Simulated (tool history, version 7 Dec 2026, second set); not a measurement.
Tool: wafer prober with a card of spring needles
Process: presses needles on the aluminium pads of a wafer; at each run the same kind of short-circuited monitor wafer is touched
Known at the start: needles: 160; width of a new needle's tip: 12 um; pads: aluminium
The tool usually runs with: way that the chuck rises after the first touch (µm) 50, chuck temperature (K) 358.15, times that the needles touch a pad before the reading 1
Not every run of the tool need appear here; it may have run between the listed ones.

| run | hour | way that the chuck rises after the first touch (µm) | chuck temperature (K) | times that the needles touch a pad before the reading | resistance of one needle with its contact and lead (mohm) | way that a needle slides on the pad (µm) |
|---|---|---|---|---|---|---|
| 1 | 0.0 | 50 | 358.15 | 1 | 364 | 10.74 |
| 2 | 21.0 | 50 | 358.15 | 1 | 333 | 10.55 |
| 3 | 32.1 | 50 | 358.15 | 1 | 370 | 10.52 |
| 4 | 45.0 | 50 | 358.15 | 1 | 346 | 10.43 |
| 5 | 71.4 | 50 | 358.15 | 1 | 365 | 11.28 |
| 6 | 83.8 | 50 | 358.15 | 1 | 306 | 11.17 |
| 7 | 105.1 | 50 | 358.15 | 1 | 361 | 11.12 |
| 8 | 122.2 | 61 | 358.15 | 1 | 272 | 13.53 |
| 9 | 144.2 | 50 | 358.15 | 2 | 333 | 11.05 |
| 10 | 166.0 | 50 | 358.15 | 2 | 314 | 11.01 |
| 11 | 180.5 | 50 | 315.15 | 1 | 276 | 11.03 |
| 12 | 192.1 | 50 | 315.15 | 1 | 329 | 10.98 |
| 13 | 210.3 | 57 | 322.15 | 1 | 344 | 12.50 |
| 14 | 235.1 | 57 | 322.15 | 1 | 354 | 12.40 |
| 15 | 256.5 | 61 | 311.15 | 2 | 290 | 13.26 |
| 16 | 272.4 | 61 | 307.15 | 2 | 290 | 13.28 |
| 17 | 296.1 | 64 | 307.15 | 2 | 282 | 13.95 |
| 18 | 308.0 | 31 | 314.15 | 1 | 579 | 6.48 |
| 19 | 324.4 | 66 | 392.15 | 1 | 346 | 14.31 |
| 20 | 350.8 | 66 | 392.15 | 1 | 289 | 14.17 |
| 21 | 368.7 | 50 | 304.15 | 1 | 284 | 11.20 |
| 22 | 381.1 | 59 | 306.15 | 3 | 285 | 13.26 |
| 23 | 400.1 | 59 | 306.15 | 3 | 263 | 13.24 |
| 24 | 421.1 | 59 | 306.15 | 3 | 286 | 13.18 |

Removed from this log: 54 entries logged between the listed runs. Between which two listed runs does each belong, and how does the tool's hidden state at the listed run before it compare with that at the listed run after it?
Between runs 1 and 2: tips cleaned on abrasive film (hour 1.9); tips cleaned on abrasive film (hour 10.3); tips cleaned on abrasive film (hour 18.4)
  debris on the tips, nm: 82.7 -> 45.7; way that the needles fall short of the set height, um: 2.1 -> 3.09; tips' diameter, um: 14.66 -> 15.94
  difference, measured minus the result without the unlogged condition, resistance of one needle with its contact and lead (mohm): +94 -> +63; way that a needle slides on the pad (µm): -0.47 -> -0.69
Between runs 2 and 3: tips cleaned on abrasive film (hour 26.2)
  debris on the tips, nm: 45.7 -> 74.2; way that the needles fall short of the set height, um: 3.09 -> 3.17; tips' diameter, um: 15.94 -> 15.96
  difference, measured minus the result without the unlogged condition, resistance of one needle with its contact and lead (mohm): +63 -> +100; way that a needle slides on the pad (µm): -0.69 -> -0.71
Between runs 3 and 4: tips cleaned on abrasive film (hour 34.0); tips cleaned on abrasive film (hour 42.3)
  debris on the tips, nm: 74.2 -> 55.4; way that the needles fall short of the set height, um: 3.17 -> 3.34; tips' diameter, um: 15.96 -> 16.02
  difference, measured minus the result without the unlogged condition, resistance of one needle with its contact and lead (mohm): +100 -> +76; way that a needle slides on the pad (µm): -0.71 -> -0.75
Between runs 4 and 5: tips cleaned on abrasive film (hour 49.8); height of the first contact set anew (hour 53.7); tips cleaned on abrasive film (hour 58.0); tips cleaned on abrasive film (hour 66.0)
  debris on the tips, nm: 55.4 -> 76.4; way that the needles fall short of the set height, um: 3.34 -> 0.13; tips' diameter, um: 16.02 -> 16.1
  difference, measured minus the result without the unlogged condition, resistance of one needle with its contact and lead (mohm): +76 -> +94; way that a needle slides on the pad (µm): -0.75 -> -0.03
Between runs 5 and 6: tips cleaned on abrasive film (hour 75.0); tips cleaned on abrasive film (hour 82.7)
  debris on the tips, nm: 76.4 -> 29.1; way that the needles fall short of the set height, um: 0.13 -> 0.27; tips' diameter, um: 16.1 -> 16.15
  difference, measured minus the result without the unlogged condition, resistance of one needle with its contact and lead (mohm): +94 -> +37; way that a needle slides on the pad (µm): -0.03 -> -0.06
Between runs 6 and 7: tips cleaned on abrasive film (hour 91.2); tips cleaned on abrasive film (hour 99.5)
  debris on the tips, nm: 29.1 -> 73.1; way that the needles fall short of the set height, um: 0.27 -> 0.44; tips' diameter, um: 16.15 -> 16.21
  difference, measured minus the result without the unlogged condition, resistance of one needle with its contact and lead (mohm): +37 -> +91; way that a needle slides on the pad (µm): -0.06 -> -0.09
Between runs 7 and 8: tips cleaned on abrasive film (hour 107.0); tips cleaned on abrasive film (hour 114.8); tips cleaned on abrasive film (hour 122.2)
  debris on the tips, nm: 73.1 -> 3.5; way that the needles fall short of the set height, um: 0.44 -> 0.65; tips' diameter, um: 16.21 -> 16.28
  difference, measured minus the result without the unlogged condition, resistance of one needle with its contact and lead (mohm): +91 -> +6; way that a needle slides on the pad (µm): -0.09 -> -0.15
Between runs 8 and 9: tips cleaned on abrasive film (hour 129.8); tips cleaned on abrasive film (hour 138.7)
  debris on the tips, nm: 3.5 -> 73.4; way that the needles fall short of the set height, um: 0.65 -> 0.84; tips' diameter, um: 16.28 -> 16.35
  difference, measured minus the result without the unlogged condition, resistance of one needle with its contact and lead (mohm): +6 -> +59; way that a needle slides on the pad (µm): -0.15 -> -0.18
Between runs 9 and 10: tips cleaned on abrasive film (hour 146.1); tips cleaned on abrasive film, once more (hour 154.8); tips cleaned on abrasive film (hour 163.5)
  debris on the tips, nm: 73.4 -> 50.9; way that the needles fall short of the set height, um: 0.84 -> 1.03; tips' diameter, um: 16.35 -> 16.41
  difference, measured minus the result without the unlogged condition, resistance of one needle with its contact and lead (mohm): +59 -> +42; way that a needle slides on the pad (µm): -0.18 -> -0.23
Between runs 10 and 11: tips cleaned on abrasive film (hour 171.4); tips cleaned on abrasive film (hour 180.4)
  debris on the tips, nm: 50.9 -> 10; way that the needles fall short of the set height, um: 1.03 -> 1.23; tips' diameter, um: 16.41 -> 16.48
  difference, measured minus the result without the unlogged condition, resistance of one needle with its contact and lead (mohm): +42 -> +17; way that a needle slides on the pad (µm): -0.23 -> -0.28
Between runs 11 and 12: tips cleaned on abrasive film (hour 189.0)
  debris on the tips, nm: 10 -> 49.1; way that the needles fall short of the set height, um: 1.23 -> 1.33; tips' diameter, um: 16.48 -> 16.52
  difference, measured minus the result without the unlogged condition, resistance of one needle with its contact and lead (mohm): +17 -> +70; way that a needle slides on the pad (µm): -0.28 -> -0.29
Between runs 12 and 13: tips cleaned on abrasive film (hour 196.7); tips cleaned on abrasive film (hour 204.5)
  debris on the tips, nm: 49.1 -> 72.3; way that the needles fall short of the set height, um: 1.33 -> 1.48; tips' diameter, um: 16.52 -> 16.57
  difference, measured minus the result without the unlogged condition, resistance of one needle with its contact and lead (mohm): +70 -> +82; way that a needle slides on the pad (µm): -0.29 -> -0.33
Between runs 13 and 14: tips cleaned on abrasive film (hour 212.1); tips cleaned on abrasive film (hour 220.0); tips cleaned on abrasive film (hour 228.2)
  debris on the tips, nm: 72.3 -> 82.8; way that the needles fall short of the set height, um: 1.48 -> 1.72; tips' diameter, um: 16.57 -> 16.65
  difference, measured minus the result without the unlogged condition, resistance of one needle with its contact and lead (mohm): +82 -> +94; way that a needle slides on the pad (µm): -0.33 -> -0.39
Between runs 14 and 15: tips cleaned on abrasive film (hour 236.8); tips cleaned on abrasive film (hour 245.0); tips cleaned on abrasive film (hour 253.6)
  debris on the tips, nm: 82.8 -> 49; way that the needles fall short of the set height, um: 1.72 -> 1.91; tips' diameter, um: 16.65 -> 16.72
  difference, measured minus the result without the unlogged condition, resistance of one needle with its contact and lead (mohm): +94 -> +33; way that a needle slides on the pad (µm): -0.39 -> -0.43
Between runs 15 and 16: tips cleaned on abrasive film (hour 261.6); tips cleaned on abrasive film (hour 269.5)
  debris on the tips, nm: 49 -> 50.1; way that the needles fall short of the set height, um: 1.91 -> 2.07; tips' diameter, um: 16.72 -> 16.78
  difference, measured minus the result without the unlogged condition, resistance of one needle with its contact and lead (mohm): +33 -> +33; way that a needle slides on the pad (µm): -0.43 -> -0.47
Between runs 16 and 17: tips cleaned on abrasive film (hour 277.4); tips cleaned on abrasive film (hour 286.0); tips cleaned on abrasive film (hour 293.7)
  debris on the tips, nm: 50.1 -> 44.4; way that the needles fall short of the set height, um: 2.07 -> 2.3; tips' diameter, um: 16.78 -> 16.86
  difference, measured minus the result without the unlogged condition, resistance of one needle with its contact and lead (mohm): +33 -> +27; way that a needle slides on the pad (µm): -0.47 -> -0.52
Between runs 17 and 18: tips cleaned on abrasive film (hour 301.3)
  debris on the tips, nm: 44.4 -> 82.2; way that the needles fall short of the set height, um: 2.3 -> 2.39; tips' diameter, um: 16.86 -> 16.89
  difference, measured minus the result without the unlogged condition, resistance of one needle with its contact and lead (mohm): +27 -> +315; way that a needle slides on the pad (µm): -0.52 -> -0.54
Between runs 18 and 19: tips cleaned on abrasive film (hour 309.9); tips cleaned on abrasive film (hour 317.4)
  debris on the tips, nm: 82.2 -> 82.5; way that the needles fall short of the set height, um: 2.39 -> 2.55; tips' diameter, um: 16.89 -> 16.95
  difference, measured minus the result without the unlogged condition, resistance of one needle with its contact and lead (mohm): +315 -> +69; way that a needle slides on the pad (µm): -0.54 -> -0.57
Between runs 19 and 20: tips cleaned on abrasive film (hour 326.3); tips cleaned on abrasive film (hour 335.4); tips cleaned on abrasive film (hour 343.1); tips cleaned on abrasive film (hour 350.8)
  debris on the tips, nm: 82.5 -> 7.2; way that the needles fall short of the set height, um: 2.55 -> 2.83; tips' diameter, um: 16.95 -> 17.04
  difference, measured minus the result without the unlogged condition, resistance of one needle with its contact and lead (mohm): +69 -> +9; way that a needle slides on the pad (µm): -0.57 -> -0.64
Between runs 20 and 21: height of the first contact set anew (hour 357.4); tips cleaned on abrasive film (hour 359.4); tips cleaned on abrasive film (hour 368.1)
  debris on the tips, nm: 7.2 -> 19.7; way that the needles fall short of the set height, um: 2.83 -> 0.15; tips' diameter, um: 17.04 -> 17.1
  difference, measured minus the result without the unlogged condition, resistance of one needle with its contact and lead (mohm): +9 -> +30; way that a needle slides on the pad (µm): -0.64 -> -0.03
Between runs 21 and 22: tips cleaned on abrasive film (hour 376.2)
  debris on the tips, nm: 19.7 -> 71.8; way that the needles fall short of the set height, um: 0.15 -> 0.23; tips' diameter, um: 17.1 -> 17.12
  difference, measured minus the result without the unlogged condition, resistance of one needle with its contact and lead (mohm): +30 -> +30; way that a needle slides on the pad (µm): -0.03 -> -0.05
Between runs 22 and 23: tips cleaned on abrasive film (hour 384.0); tips cleaned on abrasive film (hour 392.0); tips cleaned on abrasive film (hour 400.1)
  debris on the tips, nm: 71.8 -> 7.7; way that the needles fall short of the set height, um: 0.23 -> 0.42; tips' diameter, um: 17.12 -> 17.19
  difference, measured minus the result without the unlogged condition, resistance of one needle with its contact and lead (mohm): +30 -> +6; way that a needle slides on the pad (µm): -0.05 -> -0.10
Between runs 23 and 24: tips cleaned on abrasive film (hour 407.7); tips cleaned on abrasive film (hour 415.9)
  debris on the tips, nm: 7.7 -> 70; way that the needles fall short of the set height, um: 0.42 -> 0.6; tips' diameter, um: 17.19 -> 17.25
  difference, measured minus the result without the unlogged condition, resistance of one needle with its contact and lead (mohm): +6 -> +30; way that a needle slides on the pad (µm): -0.10 -> -0.13
